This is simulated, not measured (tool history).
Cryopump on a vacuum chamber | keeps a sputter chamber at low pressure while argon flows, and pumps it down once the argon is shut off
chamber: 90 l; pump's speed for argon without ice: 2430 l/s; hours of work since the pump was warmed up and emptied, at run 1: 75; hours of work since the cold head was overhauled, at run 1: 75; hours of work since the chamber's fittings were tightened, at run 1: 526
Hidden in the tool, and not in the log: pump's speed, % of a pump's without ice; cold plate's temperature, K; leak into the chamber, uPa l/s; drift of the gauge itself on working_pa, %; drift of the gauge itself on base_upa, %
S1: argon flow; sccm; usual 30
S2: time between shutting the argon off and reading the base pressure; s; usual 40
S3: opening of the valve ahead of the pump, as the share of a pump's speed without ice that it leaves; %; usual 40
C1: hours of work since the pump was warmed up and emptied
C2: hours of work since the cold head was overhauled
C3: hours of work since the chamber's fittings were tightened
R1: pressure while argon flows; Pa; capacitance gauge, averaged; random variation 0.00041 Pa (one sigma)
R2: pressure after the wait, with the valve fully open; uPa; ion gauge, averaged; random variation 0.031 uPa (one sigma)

| run | hour | S1 | S2 | S3 | C1 | C2 | C3 | R1 | R2 |
|---|---|---|---|---|---|---|---|---|---|
| 1 | 0.0 | 30 | 40 | 40 | 75 | 75 | 526 | 0.0527 | 2.06 |
| 2 | 19.4 | 30 | 114 | 40 | 93 | 93 | 544 | 0.0530 | 1.11 |
| 3 | 40.6 | 30 | 114 | 40 | 111 | 111 | 562 | 0.0532 | 1.14 |
| 4 | 55.5 | 30 | 114 | 40 | 124 | 124 | 575 | 0.0533 | 1.17 |
| 5 | 84.8 | 30 | 40 | 40 | 150 | 150 | 601 | 0.0531 | 2.16 |
| 6 | 96.9 | 30 | 40 | 40 | 161 | 161 | 612 | 0.0532 | 2.08 |
| 7 | 113.1 | 30 | 40 | 40 | 175 | 175 | 626 | 0.0525 | 2.16 |
| 8 | 129.4 | 30 | 40 | 40 | 189 | 189 | 640 | 0.0529 | 2.20 |
| 9 | 155.0 | 30 | 40 | 40 | 212 | 212 | 663 | 0.0531 | 2.18 |
| 10 | 172.9 | 30 | 40 | 38 | 228 | 228 | 679 | 0.0561 | 2.20 |
| 11 | 187.1 | 30 | 40 | 40 | 240 | 240 | 691 | 0.0534 | 2.23 |
| 12 | 201.8 | 30 | 40 | 40 | 253 | 253 | 704 | 0.0530 | 2.20 |
| 13 | 228.3 | 30 | 40 | 40 | 277 | 277 | 728 | 0.0536 | 2.30 |
| 14 | 242.6 | 30 | 40 | 40 | 289 | 289 | 740 | 0.0530 | 2.31 |
| 15 | 264.2 | 30 | 40 | 40 | 308 | 308 | 759 | 0.0537 | 2.32 |
| 16 | 289.8 | 30 | 40 | 40 | 331 | 331 | 782 | 0.0538 | 2.34 |
| 17 | 317.6 | 30 | 40 | 40 | 355 | 355 | 806 | 0.0544 | 2.25 |
| 18 | 342.2 | 44 | 88 | 38 | 377 | 377 | 828 | 0.0827 | 1.61 |
| 19 | 368.6 | 20 | 41 | 16 | 400 | 400 | 851 | 0.0879 | 2.36 |
| 20 | 397.8 | 20 | 41 | 16 | 426 | 426 | 877 | 0.0885 | 2.38 |
| 21 | 427.0 | 20 | 48 | 18 | 452 | 452 | 903 | 0.0801 | 2.20 |

Forecast run 22:
| 22 | 441.6 | 32 | 106 | 17 | 465 | 465 | 916 | ? | ? |

R1: 0.1341 Pa
R2: 1.56 uPa
Without the tool's hidden state the same run would have given R1 0.1315 Pa, R2 0.65 uPa.
